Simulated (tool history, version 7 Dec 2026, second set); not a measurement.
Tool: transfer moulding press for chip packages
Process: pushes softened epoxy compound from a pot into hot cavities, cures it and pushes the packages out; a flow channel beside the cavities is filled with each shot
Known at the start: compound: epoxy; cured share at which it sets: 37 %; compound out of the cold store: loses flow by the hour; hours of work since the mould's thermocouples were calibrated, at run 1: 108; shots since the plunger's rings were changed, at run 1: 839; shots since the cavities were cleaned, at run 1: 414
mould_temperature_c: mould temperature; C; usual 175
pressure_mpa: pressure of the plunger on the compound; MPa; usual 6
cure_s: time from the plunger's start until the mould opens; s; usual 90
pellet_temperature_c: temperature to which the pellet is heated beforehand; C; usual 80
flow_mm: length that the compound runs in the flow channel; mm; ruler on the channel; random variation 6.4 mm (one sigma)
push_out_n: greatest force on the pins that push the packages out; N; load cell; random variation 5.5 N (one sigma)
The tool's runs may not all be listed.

run,hour,mould_temperature_c,pressure_mpa,cure_s,pellet_temperature_c,hours of work since the mould's thermocouples were calibrated,shots since the plunger's rings were changed,shots since the cavities were cleaned,incoming compound's hours out of the cold store,flow_mm,push_out_n
1,0,175,6,90,80,108,839,414,43,898,315
2,6.5,175,6,90,72,111,893,468,19.9,990,349
# hour 9.7: cavities cleaned with cleaning compound and waxed
3,14.3,175,6,90,80,114,945,39,11.9,1003,208
4,20.9,175,6,90,80,116,999,93,28.5,950,238
5,25.5,175,6,90,80,118,1038,132,25.7,963,249
6,32.7,175,6,90,80,121,1098,192,24.6,972,277
7,38.4,175,6,90,80,124,1145,239,15.9,983,285
8,47.3,175,6,90,80,127,1219,313,10.5,1013,325
9,55.9,175,6,90,80,131,1290,384,22.7,974,319
10,63.9,175,6,87,80,134,1357,451,32.7,944,347
# hour 68.9: cavities cleaned with cleaning compound and waxed
11,74.4,175,6,90,80,138,1431,46,9.7,1021,202
12,79.7,175,6,90,84,140,1475,90,40.4,912,236
13,88.6,175,6,90,84,144,1549,164,28.3,942,262
14,97.6,175,6,90,84,148,1623,238,14.4,1003,288
15,102.2,175,4.58,90,84,150,1661,276,44.4,789,301
16,106.7,175,4.58,90,84,152,1699,314,37.8,800,306
17,112.6,175,4.58,90,84,154,1748,363,11.7,868,332
18,118.9,175,5.66,90,79,157,1800,415,29.1,929,321
19,124.1,175,4.64,90,74,159,1844,459,26.2,839,344
# hour 128.1: cavities cleaned with cleaning compound and waxed
20,132,175,5.79,89,80,162,1897,32,26.7,943,218
# hour 134.9: mould's thermocouples calibrated
21,140.9,175,5.79,89,80,3,1954,89,21.3,937,238
22,149.1,182,5.54,89,80,6,2022,157,36.2,857,220
23,153.8,170,4.69,90,88,8,2061,196,43.8,807,345
24,160.3,180,7.5,106,80,11,2115,250,30.2,1026,233
# hour 169: mould's thermocouples calibrated, once more
25,170.1,169,7.06,73,86,0,2179,314,29.9,1039,745
26,178.7,177,7.06,110,86,4,2251,386,35.2,990,276
27,187.6,182,6.81,110,86,8,2325,460,20.8,1001,281
# hour 191.7: cavities cleaned with cleaning compound and waxed
28,196.8,182,6.81,110,86,11,2389,43,42.8,926,161

Hidden state at the last listed run before each entry between runs and at the first one after, where it differs:
Between runs 2 and 3: cavities cleaned with cleaning compound and waxed (hour 9.7)
  pressure that reaches the compound, % of what is set: 97.63 -> 97.51; grip of the stained cavities, % over clean ones': 81.1 -> 11.7
  measured less the result without the state, flow_mm: -13 -> -13 mm; push_out_n: +154 -> +20 N
Between runs 10 and 11: cavities cleaned with cleaning compound and waxed (hour 68.9)
  true mould temperature over the reading, C: 0.25 -> 0.26; pressure that reaches the compound, % of what is set: 96.59 -> 96.42; grip of the stained cavities, % over clean ones': 84.1 -> 14.9
  measured less the result without the state, flow_mm: -17 -> -20 mm; push_out_n: +157 -> +24 N
Between runs 19 and 20: cavities cleaned with cleaning compound and waxed (hour 128.1)
  pressure that reaches the compound, % of what is set: 95.48 -> 95.36; grip of the stained cavities, % over clean ones': 84.4 -> 10.6
  measured less the result without the state, flow_mm: -21 -> -24 mm; push_out_n: +154 -> +18 N
Between runs 20 and 21: mould's thermocouples calibrated (hour 134.9)
  true mould temperature over the reading, C: 0.28 -> 0.33; pressure that reaches the compound, % of what is set: 95.36 -> 95.23; grip of the stained cavities, % over clean ones': 10.6 -> 25.3
  measured less the result without the state, flow_mm: -24 -> -24 mm; push_out_n: +18 -> +44 N
Between runs 24 and 25: mould's thermocouples calibrated, once more (hour 169)
  true mould temperature over the reading, C: 0.34 -> 0.27; pressure that reaches the compound, % of what is set: 94.84 -> 94.69; grip of the stained cavities, % over clean ones': 58.9 -> 68.3
  measured less the result without the state, flow_mm: -29 -> -30 mm; push_out_n: +86 -> +294 N
Between runs 27 and 28: cavities cleaned with cleaning compound and waxed (hour 191.7)
  pressure that reaches the compound, % of what is set: 94.36 -> 94.21; grip of the stained cavities, % over clean ones': 85.2 -> 12.9
  measured less the result without the state, flow_mm: -31 -> -28 mm; push_out_n: +129 -> +19 N

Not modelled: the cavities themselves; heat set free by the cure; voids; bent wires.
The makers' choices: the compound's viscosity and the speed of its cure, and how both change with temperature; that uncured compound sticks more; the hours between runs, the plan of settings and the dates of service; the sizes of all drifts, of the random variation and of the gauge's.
